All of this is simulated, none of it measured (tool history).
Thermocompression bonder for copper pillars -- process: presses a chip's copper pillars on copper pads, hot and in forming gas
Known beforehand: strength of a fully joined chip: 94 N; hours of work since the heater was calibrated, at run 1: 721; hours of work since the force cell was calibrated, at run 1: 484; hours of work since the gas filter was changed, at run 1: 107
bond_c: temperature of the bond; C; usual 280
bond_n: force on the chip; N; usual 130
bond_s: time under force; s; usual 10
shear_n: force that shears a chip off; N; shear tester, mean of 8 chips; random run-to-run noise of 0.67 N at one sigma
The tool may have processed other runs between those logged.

run	day	bond_c	bond_n	bond_s	hours of work since the heater was calibrated	hours of work since the force cell was calibrated	hours of work since the gas filter was changed	shear_n
1	0.000	280	130	10	721	484	107	60.4
# day 0.571: forming gas filter changed
2	2.262	280	130	10	749	511	21	67.7
3	4.554	280	130	10	776	539	48	63.4
4	5.629	280	130	10	789	552	61	63.6
5	8.033	280	130	10	819	582	91	61.7
# day 9.946: forming gas filter changed
6	10.025	280	130	10	843	605	1	68.3
7	11.438	280	130	10	860	623	18	66.6
# day 12.833: heater calibrated with a thermocouple chip
8	12.933	280	150	10	1	640	35	64.9
9	14.088	280	132	10	15	654	49	62.4
10	15.971	280	81	14	38	677	72	55.9
11	17.267	280	115	13	54	692	88	61.1

Predict the results of run 12:
12	18.958	258	130	16	74	713	109	?

Logged for run 12: shear_n 53.2 N.
Had the tool carried no hidden state, the very same run would have given shear_n 60.7 N.

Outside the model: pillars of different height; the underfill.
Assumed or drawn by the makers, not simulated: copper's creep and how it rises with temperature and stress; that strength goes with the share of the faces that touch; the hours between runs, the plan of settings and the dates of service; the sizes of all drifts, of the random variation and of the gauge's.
